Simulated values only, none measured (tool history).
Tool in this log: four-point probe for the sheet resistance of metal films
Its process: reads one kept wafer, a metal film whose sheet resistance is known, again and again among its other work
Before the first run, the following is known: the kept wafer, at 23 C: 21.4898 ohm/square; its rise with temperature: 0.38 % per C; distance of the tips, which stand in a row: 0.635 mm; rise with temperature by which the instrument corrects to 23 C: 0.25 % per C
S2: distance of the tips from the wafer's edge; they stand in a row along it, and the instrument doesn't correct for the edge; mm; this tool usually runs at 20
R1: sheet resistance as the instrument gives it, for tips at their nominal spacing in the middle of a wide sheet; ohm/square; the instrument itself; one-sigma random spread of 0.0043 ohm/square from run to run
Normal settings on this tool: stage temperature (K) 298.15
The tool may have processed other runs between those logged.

run 1 hour=0.0 | stage_temperature_(K)=298.15 S2=20 | R1=21.395714
run 2 hour=43.3 | stage_temperature_(K)=298.15 S2=20 | R1=21.396904
run 3 hour=77.7 | stage_temperature_(K)=307.15 S2=20 | R1=21.632742
run 4 hour=113.2 | stage_temperature_(K)=298.15 S2=25 | R1=21.388855
run 5 hour=145.3 | stage_temperature_(K)=298.15 S2=17 | R1=21.397471
run 6 hour=176.1 | stage_temperature_(K)=298.15 S2=17 | R1=21.390807
run 7 hour=211.6 | stage_temperature_(K)=298.15 S2=17 | R1=21.395776
run 8 hour=256.6 | stage_temperature_(K)=298.15 S2=20 | R1=21.380479
run 9 hour=283.1 | stage_temperature_(K)=298.15 S2=20 | R1=21.385018
run 10 hour=326.8 | stage_temperature_(K)=298.15 S2=20 | R1=21.370224
run 11 hour=351.5 | stage_temperature_(K)=298.15 S2=20 | R1=21.370369
run 12 hour=391.5 | stage_temperature_(K)=298.15 S2=20 | R1=21.374405
run 13 hour=430.0 | stage_temperature_(K)=294.15 S2=20 | R1=21.263943
run 14 hour=473.0 | stage_temperature_(K)=294.15 S2=7 | R1=21.343448
run 15 hour=515.2 | stage_temperature_(K)=294.15 S2=7 | R1=21.331441
run 16 hour=551.1 | stage_temperature_(K)=294.15 S2=7 | R1=21.330096
run 17 hour=589.9 | stage_temperature_(K)=307.15 S2=20 | R1=21.577935
run 18 hour=623.1 | stage_temperature_(K)=307.15 S2=20 | R1=21.589038
run 19 hour=661.8 | stage_temperature_(K)=292.15 S2=20 | R1=21.186751
-- hour=684.8 stage's thermometer calibrated
run 20 hour=685.9 | stage_temperature_(K)=292.15 S2=20 | R1=21.221060
run 21 hour=725.6 | stage_temperature_(K)=292.15 S2=20 | R1=21.215523
run 22 hour=765.8 | stage_temperature_(K)=292.15 S2=20 | R1=21.216680
run 23 hour=785.0 | stage_temperature_(K)=292.15 S2=20 | R1=21.223604
run 24 hour=810.9 | stage_temperature_(K)=302.15 S2=3 | R1=21.974308
run 25 hour=830.5 | stage_temperature_(K)=302.15 S2=53 | R1=21.474842
run 26 hour=872.5 | stage_temperature_(K)=302.15 S2=53 | R1=21.464821
run 27 hour=896.0 | stage_temperature_(K)=302.15 S2=53 | R1=21.464638
run 28 hour=939.6 | stage_temperature_(K)=305.15 S2=7 | R1=21.622522
run 29 hour=971.7 | stage_temperature_(K)=305.15 S2=15 | R1=21.554594
run 30 hour=1005.7 | stage_temperature_(K)=305.15 S2=15 | R1=21.545445
run 31 hour=1029.9 | stage_temperature_(K)=305.15 S2=15 | R1=21.554962
run 32 hour=1072.1 | stage_temperature_(K)=297.15 S2=15 | R1=21.335036
run 33 hour=1091.9 | stage_temperature_(K)=297.15 S2=15 | R1=21.334697
run 34 hour=1134.5 | stage_temperature_(K)=297.15 S2=15 | R1=21.334812
run 35 hour=1179.6 | stage_temperature_(K)=296.15 S2=12 | R1=21.312174
run 36 hour=1221.6 | stage_temperature_(K)=298.15 S2=17 | R1=21.347727
run 37 hour=1256.2 | stage_temperature_(K)=297.15 S2=8 | R1=21.370991
run 38 hour=1294.2 | stage_temperature_(K)=297.15 S2=18 | R1=21.318326
run 39 hour=1338.4 | stage_temperature_(K)=300.15 S2=17 | R1=21.390946
run 40 hour=1378.2 | stage_temperature_(K)=300.15 S2=17 | R1=21.387592
run 41 hour=1398.5 | stage_temperature_(K)=305.15 S2=40 | R1=21.503092
run 42 hour=1440.1 | stage_temperature_(K)=308.15 S2=4 | R1=21.857841
run 43 hour=1469.1 | stage_temperature_(K)=292.15 S2=12 | R1=21.194124
run 44 hour=1499.8 | stage_temperature_(K)=292.15 S2=12 | R1=21.186590

How would selected steps in R1 from run to run divide? Give the signed amount a tool lacking its hidden state would still show from settings, what came in and random variation, and the signed amount left for the hidden state, including any gauge scatter that is not in both of the compared results.
The tool's hidden condition here consists of: inner tips' distance over the nominal, %; tips' flats over new ones', %; wafer's true temperature over the reading, C; drift of the gauge itself on sheet_ohm, %.
Run 19 -> 20: stage's thermometer calibrated. R1 +0.034309 ohm/square: hidden state +0.034369, all else -0.000060.
Run 23 -> 24: stage temperature (K) 292.15 -> 302.15, S2 20 -> 3. R1 +0.750704 ohm/square: hidden state -0.007849, all else +0.758553.
Run 24 -> 25: S2 3 -> 53. R1 -0.499466 ohm/square: hidden state +0.002270, all else -0.501736.
Run 41 -> 42: stage temperature (K) 305.15 -> 308.15, S2 40 -> 4. R1 +0.354749 ohm/square: hidden state -0.006718, all else +0.361467.
Run 42 -> 43: stage temperature (K) 308.15 -> 292.15, S2 4 -> 12. R1 -0.663717 ohm/square: hidden state +0.003689, all else -0.667406.
